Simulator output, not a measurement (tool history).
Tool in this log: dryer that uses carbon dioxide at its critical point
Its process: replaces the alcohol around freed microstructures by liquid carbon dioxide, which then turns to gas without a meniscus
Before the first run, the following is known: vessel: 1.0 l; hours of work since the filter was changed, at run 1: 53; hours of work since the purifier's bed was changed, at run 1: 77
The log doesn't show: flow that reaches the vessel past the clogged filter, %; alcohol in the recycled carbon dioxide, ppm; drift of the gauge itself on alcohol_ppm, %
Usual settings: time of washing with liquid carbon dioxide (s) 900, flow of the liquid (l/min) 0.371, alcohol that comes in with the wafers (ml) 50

run,day,time of washing with liquid carbon dioxide (s),flow of the liquid (l/min),alcohol that comes in with the wafers (ml),hours of work since the filter was changed,hours of work since the purifier's bed was changed,alcohol left in the vessel before it's heated (ppm by volume)
1,0.000,900,0.371,50,53,77,680
2,0.483,900,0.371,50,57,81,686
3,0.854,900,0.371,50,60,84,684
4,1.329,900,0.371,50,64,88,683
5,1.817,900,0.371,50,67,91,697
6,2.196,900,0.371,50,70,94,685
7,2.454,900,0.371,50,72,96,696
8,2.988,900,0.371,43,76,100,594
9,3.467,900,0.350,43,80,104,789
10,3.721,900,0.350,43,82,106,783
11,4.158,900,0.546,50,85,109,97
12,4.554,660,0.371,50,88,113,2249
13,5.025,600,0.371,50,92,116,2894
14,5.512,900,0.371,50,96,120,686
15,6.050,900,0.371,50,100,124,718
16,6.362,1260,0.371,50,102,126,147
17,6.846,1260,0.371,50,106,130,149
18,7.279,1140,0.486,28,109,134,40
19,7.679,1140,0.486,28,112,137,38
20,7.942,900,0.432,50,114,139,374
21,8.358,720,0.286,24,118,142,1912
22,8.900,720,0.286,24,122,146,1869
23,9.217,720,0.459,41,124,148,611
24,9.642,1080,0.428,77,128,152,242
25,9.946,1080,0.428,77,130,154,217
26,10.288,840,0.439,22,133,157,234
27,10.733,960,0.596,41,136,160,42
28,11.008,1080,0.323,22,138,162,307
29,11.400,660,0.326,50,141,165,3313
30,11.879,660,0.326,50,145,169,3436
31,12.358,900,0.288,50,149,173,2078
32,12.612,900,0.288,50,151,175,2072
33,12.883,900,0.288,50,153,177,2068

What if the next run were any one of these 3? Each begins from the tool's condition after run 33:
A,13.400,900,0.288,31,157,181,?
B,13.400,1380,0.427,112,157,181,?
C,13.400,660,0.597,51,157,181,?

run,alcohol left in the vessel before it's heated (ppm by volume)
A,1293
B,93
C,353
What these runs would have given with no unlogged condition in the tool:
run,alcohol left in the vessel before it's heated (ppm by volume)
A,1081
B,55
C,260
